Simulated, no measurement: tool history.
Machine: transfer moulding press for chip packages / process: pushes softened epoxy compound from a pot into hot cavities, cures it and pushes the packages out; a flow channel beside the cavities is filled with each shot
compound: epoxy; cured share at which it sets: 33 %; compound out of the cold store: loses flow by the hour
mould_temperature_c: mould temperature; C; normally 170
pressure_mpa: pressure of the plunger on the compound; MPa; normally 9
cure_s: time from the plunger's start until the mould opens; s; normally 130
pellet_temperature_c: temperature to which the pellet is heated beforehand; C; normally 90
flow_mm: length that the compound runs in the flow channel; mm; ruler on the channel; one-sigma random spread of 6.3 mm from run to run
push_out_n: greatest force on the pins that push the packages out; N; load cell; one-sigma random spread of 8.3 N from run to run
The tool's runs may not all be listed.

| run | hour | mould_temperature_c | pressure_mpa | cure_s | pellet_temperature_c | incoming compound's hours out of the cold store | flow_mm | push_out_n |
|---|---|---|---|---|---|---|---|---|
| 1 | 0 | 170 | 9 | 130 | 90 | 45.3 | 634 | 459 |
| 2 | 21.1 | 170 | 9 | 130 | 85 | 42.3 | 637 | 480 |
| 3 | 39.8 | 170 | 9 | 130 | 85 | 22.9 | 717 | 531 |
| 4 | 56.6 | 170 | 9 | 125 | 90 | 33.1 | 675 | 557 |
| 5 | 70.6 | 170 | 9 | 130 | 90 | 13.5 | 755 | 373 |
| 6 | 93.9 | 171 | 9 | 130 | 90 | 21.4 | 707 | 388 |
| 7 | 114.9 | 171 | 9 | 130 | 90 | 19.6 | 721 | 448 |
| 8 | 136.7 | 175 | 9 | 130 | 90 | 10.1 | 751 | 421 |
| 9 | 159 | 175 | 9 | 130 | 90 | 15.9 | 717 | 454 |
| 10 | 187 | 170 | 9 | 130 | 93 | 44.5 | 619 | 492 |
| 11 | 202.4 | 170 | 9 | 130 | 93 | 17.1 | 718 | 377 |
| 12 | 213.8 | 170 | 9 | 130 | 93 | 33.1 | 659 | 387 |
| 13 | 241.3 | 170 | 9 | 130 | 91 | 41.3 | 618 | 430 |
| 14 | 256.3 | 170 | 9 | 130 | 96 | 21.3 | 700 | 481 |
| 15 | 273.7 | 170 | 9 | 130 | 96 | 44 | 601 | 488 |
| 16 | 285.9 | 170 | 9 | 130 | 96 | 20.1 | 700 | 499 |
| 17 | 312 | 170 | 6.97 | 161 | 96 | 11.4 | 633 | 445 |
| 18 | 336.7 | 170 | 9.25 | 161 | 96 | 15 | 723 | 311 |
| 19 | 351.2 | 176 | 9 | 113 | 90 | 30.3 | 641 | 371 |
| 20 | 369.7 | 178 | 9.97 | 113 | 90 | 29.3 | 660 | 390 |
| 21 | 396.4 | 178 | 9.97 | 113 | 90 | 13.3 | 717 | 422 |
| 22 | 414 | 168 | 10.97 | 113 | 90 | 30.7 | 708 | 704 |
| 23 | 432.8 | 168 | 10.97 | 123 | 99 | 17.2 | 767 | 616 |
| 24 | 447.5 | 176 | 8.49 | 132 | 84 | 24.6 | 634 | 460 |
| 25 | 467.9 | 170 | 7.05 | 125 | 84 | 21.9 | 601 | 439 |
| 26 | 491.3 | 170 | 7.05 | 124 | 84 | 29.8 | 565 | 485 |
| 27 | 514.4 | 170 | 7.15 | 116 | 95 | 21.1 | 600 | 600 |
| 28 | 527.4 | 170 | 6.84 | 116 | 98 | 45.8 | 495 | 597 |

Taken out of this log: 5 entries between the listed runs. Where each belongs, and how the hidden state differs across it:
Run 4 -> run 5: cavities cleaned with cleaning compound and waxed (hour 70.6)
  true mould temperature over the reading, C: 0.95 -> 0.96; pressure that reaches the compound, % of what is set: 97.98 -> 97.59; grip of the stained cavities, % over clean ones': 51.1 -> 2.1
  measured result minus the result with no hidden state, flow_mm: -10 -> -13 mm; push_out_n: +170 -> -10 N
Run 10 -> run 11: cavities cleaned with cleaning compound and waxed (hour 197.3)
  true mould temperature over the reading, C: 1.09 -> 1.1; pressure that reaches the compound, % of what is set: 93.91 -> 93.5; grip of the stained cavities, % over clean ones': 50.8 -> 5.3
  measured result minus the result with no hidden state, flow_mm: -23 -> -28 mm; push_out_n: +152 -> +0 N
Run 17 -> run 18: cavities cleaned with cleaning compound and waxed (hour 325.3)
  true mould temperature over the reading, C: 1.21 -> 1.23; pressure that reaches the compound, % of what is set: 90.08 -> 89.35; grip of the stained cavities, % over clean ones': 50.4 -> 7.7
  measured result minus the result with no hidden state, flow_mm: -38 -> -46 mm; push_out_n: +144 -> +16 N
Run 23 -> run 24: mould's thermocouples calibrated (hour 443.4)
  true mould temperature over the reading, C: 1.32 -> 0.05; pressure that reaches the compound, % of what is set: 86.32 -> 85.88; grip of the stained cavities, % over clean ones': 48.1 -> 51
  measured result minus the result with no hidden state, flow_mm: -64 -> -50 mm; push_out_n: +161 -> +153 N
Run 24 -> run 25: cavities cleaned with cleaning compound and waxed (hour 454.4)
  true mould temperature over the reading, C: 0.05 -> 0.07; pressure that reaches the compound, % of what is set: 85.88 -> 85.19; grip of the stained cavities, % over clean ones': 51 -> 11.3
  measured result minus the result with no hidden state, flow_mm: -50 -> -49 mm; push_out_n: +153 -> +43 N
